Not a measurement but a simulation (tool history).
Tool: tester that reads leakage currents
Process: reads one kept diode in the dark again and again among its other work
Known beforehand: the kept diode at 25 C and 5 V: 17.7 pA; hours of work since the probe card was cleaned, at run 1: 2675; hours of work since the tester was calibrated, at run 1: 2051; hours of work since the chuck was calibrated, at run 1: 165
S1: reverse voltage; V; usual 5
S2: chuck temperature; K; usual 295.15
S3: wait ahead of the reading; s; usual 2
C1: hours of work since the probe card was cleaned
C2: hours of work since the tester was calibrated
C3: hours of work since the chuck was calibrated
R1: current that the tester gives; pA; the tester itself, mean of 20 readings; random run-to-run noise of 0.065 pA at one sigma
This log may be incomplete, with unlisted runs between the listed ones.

run      day    S1      S2    S3    C1    C2    C3      R1
  1        0     5  295.15     2  2675  2051   165   17.95
  2    9.475  5.78  295.15     2  2771  2147   261   19.83
  3   16.579  5.78  295.15     2  2843  2219   333   20.13
  4   23.275     5  295.15     2  2910  2287   401   18.27
  5   29.871     5  295.15     2  2977  2354   468   18.49
  6   39.946     5  321.15     2  3079  2456   570  132.73
  7   44.721     5  321.15     2  3128  2504   618  131.67
  8   49.188     5  295.15  1.63  3173  2550   664   19.18
  9   57.538     5  295.15  1.63  3258  2634   748   19.29
 10   67.621     5  295.15  4.77  3360  2737   850   19.12
 11   72.408     5  295.15  4.77  3408  2785   899   19.08
 12    80.75     5  295.15     2  3493  2870   984   19.79
      82.158  -- probe card cleaned and baked
 13   89.333     5  295.15     2    73  2955  1069   14.53
 14   95.229     5  295.15  2.63   132  3015  1129   14.54
 15  101.488     5  295.15  2.63   196  3078  1192   14.67
 16  108.867     5  295.15  2.63   271  3153  1267   14.93
 17  113.646     5  295.15     2   319  3202  1316   15.06
 18  122.858     5  295.15     2   412  3295  1409   15.35
 19  132.333     5  295.15     2   508  3391  1505   15.55
 20  140.862     5  295.15     2   595  3477  1591   15.69
 21  148.288     5  295.15     2   670  3553  1667   15.82
 22  158.846     5  295.15     2   777  3660  1774   16.19
 23  166.433  2.31  313.15     2   854  3737  1850   47.74
 24  172.079  1.62  318.15  0.34   911  3794  1908   60.44
      173.55  -- chuck's temperature calibrated
 25  177.212  7.27  299.15  4.06   962  3845    37   25.61
 26  183.892  7.27  299.15  4.06  1030  3913   105   25.94
 27  192.479  2.51  306.15  0.63  1117  4000   192   26.75
 28  197.929     5  295.15  3.83  1172  4055   247   15.44
     204.283  -- tester calibrated
 29  205.596     5  295.15  3.83  1249    13   324   15.91
 30  213.075     5  295.15  3.83  1325    89   400      16
 31  219.283     5  301.15     2  1388   152   463    26.3
 32  226.821     5  301.15     2  1464   228   539   26.75
 33  234.392  1.59  328.15     2  1541   305   616  124.07
 34   239.95  1.59  328.15     2  1597   361   672  124.73
 35  244.704  1.59  328.15     2  1645   410   720  124.51
 36  254.371  1.59  328.15     2  1743   508   818  125.01
 37  259.946  1.59  328.15     2  1800   564   875  125.38

Expected results for the next run?
 38  265.946  1.59  328.15   2  1861  625  935   ?

R1: 125.85 pA
Without the tool's hidden state the same run would have given R1 120.23 pA.

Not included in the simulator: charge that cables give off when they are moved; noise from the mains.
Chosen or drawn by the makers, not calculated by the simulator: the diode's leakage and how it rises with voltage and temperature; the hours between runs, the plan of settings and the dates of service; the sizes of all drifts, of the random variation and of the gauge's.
